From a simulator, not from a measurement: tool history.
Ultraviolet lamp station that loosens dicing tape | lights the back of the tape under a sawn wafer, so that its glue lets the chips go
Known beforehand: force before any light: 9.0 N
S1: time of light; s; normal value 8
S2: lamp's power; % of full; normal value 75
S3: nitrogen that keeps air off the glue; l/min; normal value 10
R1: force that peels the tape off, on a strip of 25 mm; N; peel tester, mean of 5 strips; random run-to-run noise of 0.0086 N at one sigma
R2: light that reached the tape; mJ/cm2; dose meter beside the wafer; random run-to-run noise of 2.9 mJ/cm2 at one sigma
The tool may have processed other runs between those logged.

{"run": 1, "hour": 0.0, "S1": 8, "S2": 75, "S3": 10, "R1": 0.452, "R2": 379}
{"run": 2, "hour": 10.0, "S1": 8, "S2": 75, "S3": 10, "R1": 0.469, "R2": 373}
{"run": 3, "hour": 22.2, "S1": 8, "S2": 75, "S3": 10, "R1": 0.478, "R2": 373}
{"run": 4, "hour": 32.8, "S1": 8, "S2": 75, "S3": 10, "R1": 0.474, "R2": 372}
{"run": 5, "hour": 45.3, "S1": 8, "S2": 75, "S3": 10, "R1": 0.5, "R2": 367}
{"run": 6, "hour": 56.1, "S1": 8, "S2": 85, "S3": 10, "R1": 0.389, "R2": 416}
{"run": 7, "hour": 62.6, "S1": 8, "S2": 75, "S3": 10, "R1": 0.501, "R2": 368}
{"run": 8, "hour": 70.3, "S1": 8, "S2": 75, "S3": 10, "R1": 0.51, "R2": 361}
{"run": 9, "hour": 85.2, "S1": 8, "S2": 75, "S3": 12, "R1": 0.446, "R2": 360}
{"run": 10, "hour": 93.0, "S1": 8, "S2": 75, "S3": 12, "R1": 0.48, "R2": 356}
{"run": 11, "hour": 101.9, "S1": 8, "S2": 75, "S3": 12, "R1": 0.452, "R2": 354}
{"run": 12, "hour": 112.3, "S1": 8, "S2": 75, "S3": 8, "R1": 0.645, "R2": 354}
{"run": 13, "hour": 121.7, "S1": 8, "S2": 75, "S3": 8, "R1": 0.679, "R2": 351}
{"run": 14, "hour": 134.0, "S1": 6, "S2": 98, "S3": 3, "R1": 1.635, "R2": 344}
{"run": 15, "hour": 149.1, "S1": 5, "S2": 75, "S3": 10, "R1": 1.479, "R2": 221}
{"run": 16, "hour": 156.2, "S1": 5, "S2": 75, "S3": 10, "R1": 1.475, "R2": 213}
{"run": 17, "hour": 171.0, "S1": 5, "S2": 75, "S3": 4, "R1": 2.615, "R2": 214}
{"run": 18, "hour": 179.8, "S1": 5, "S2": 99, "S3": 16, "R1": 0.619, "R2": 277}
{"run": 19, "hour": 187.7, "S1": 8, "S2": 83, "S3": 17, "R1": 0.307, "R2": 373}
{"run": 20, "hour": 194.3, "S1": 8, "S2": 75, "S3": 10, "R1": 0.615, "R2": 338}
{"run": 21, "hour": 205.1, "S1": 8, "S2": 75, "S3": 10, "R1": 0.634, "R2": 331}
{"run": 22, "hour": 216.7, "S1": 10, "S2": 77, "S3": 3, "R1": 1.055, "R2": 423}
{"run": 23, "hour": 224.2, "S1": 10, "S2": 77, "S3": 3, "R1": 1.116, "R2": 424}
{"run": 24, "hour": 238.5, "S1": 10, "S2": 77, "S3": 3, "R1": 1.124, "R2": 423}
{"run": 25, "hour": 254.1, "S1": 10, "S2": 77, "S3": 3, "R1": 1.146, "R2": 414}

Predict each of these 3 candidate next runs independently; none follows another, all start after run 25:
{"run": "A", "hour": 267.6, "S1": 15, "S2": 82, "S3": 3, "R1": "?", "R2": "?"}
{"run": "B", "hour": 267.6, "S1": 7, "S2": 74, "S3": 4, "R1": "?", "R2": "?"}
{"run": "C", "hour": 267.6, "S1": 8, "S2": 84, "S3": 19, "R1": "?", "R2": "?"}

run=A R1=0.414 R2=649
run=B R1=1.839 R2=278
run=C R1=0.321 R2=367
With the hidden condition removed and each run's random variation left untouched, the same runs would have given:
run=A R1=0.227 R2=869
run=B R1=1.114 R2=371
run=C R1=0.195 R2=489

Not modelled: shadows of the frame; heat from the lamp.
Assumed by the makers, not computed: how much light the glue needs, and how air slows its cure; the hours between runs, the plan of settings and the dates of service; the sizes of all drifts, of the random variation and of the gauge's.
